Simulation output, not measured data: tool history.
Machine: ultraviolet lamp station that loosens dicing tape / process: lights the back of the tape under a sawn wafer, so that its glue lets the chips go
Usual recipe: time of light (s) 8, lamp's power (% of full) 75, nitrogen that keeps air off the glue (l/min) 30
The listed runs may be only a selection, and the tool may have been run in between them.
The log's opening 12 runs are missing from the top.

run,hour,time of light (s),lamp's power (% of full),nitrogen that keeps air off the glue (l/min),hours of work of the lamp,hours of work since the window was cleaned,force that peels the tape off (N),light that reached the tape (mJ/cm2)
13,133.7,9,75,30,277,34,0.767,228
14,143.0,5,75,30,282,38,1.887,126
15,153.0,5,75,30,286,43,1.941,127
16,163.3,5,75,30,291,48,1.854,129
17,170.5,5,75,30,294,51,1.932,125
18,182.9,5,75,30,300,57,1.904,128
19,190.9,13,93,14,304,60,0.368,409
20,203.4,13,93,14,309,66,0.409,412
21,217.9,8,85,36,316,73,0.730,224
22,228.8,8,85,36,321,78,0.727,229
23,243.8,8,85,29,328,85,0.792,230
24,257.7,8,85,29,334,91,0.794,225
25,266.4,5,88,29,338,95,1.611,150
26,274.5,8,85,30,342,99,0.788,224
27,285.8,12,74,30,347,104,0.497,296
28,293.5,12,74,30,351,107,0.503,298
29,308.4,6,74,56,358,114,1.338,146
30,318.3,9,85,30,362,119,0.650,252
31,331.0,9,85,14,368,125,0.912,254
32,339.5,9,85,14,372,128,0.891,255
33,350.1,9,85,14,377,133,0.915,250

Forecast each of these 3 alternatives for the next run:
A,358.3,5,72,14,380,137,?,?
B,358.3,9,73,13,380,137,?,?
C,358.3,8,89,30,380,137,?,?

run,force that peels the tape off (N),light that reached the tape (mJ/cm2)
A,2.537,117
B,1.225,217
C,0.731,237
Without the tool's hidden state the same runs would have given:
run,force that peels the tape off (N),light that reached the tape (mJ/cm2)
A,2.263,131
B,1.025,242
C,0.599,265
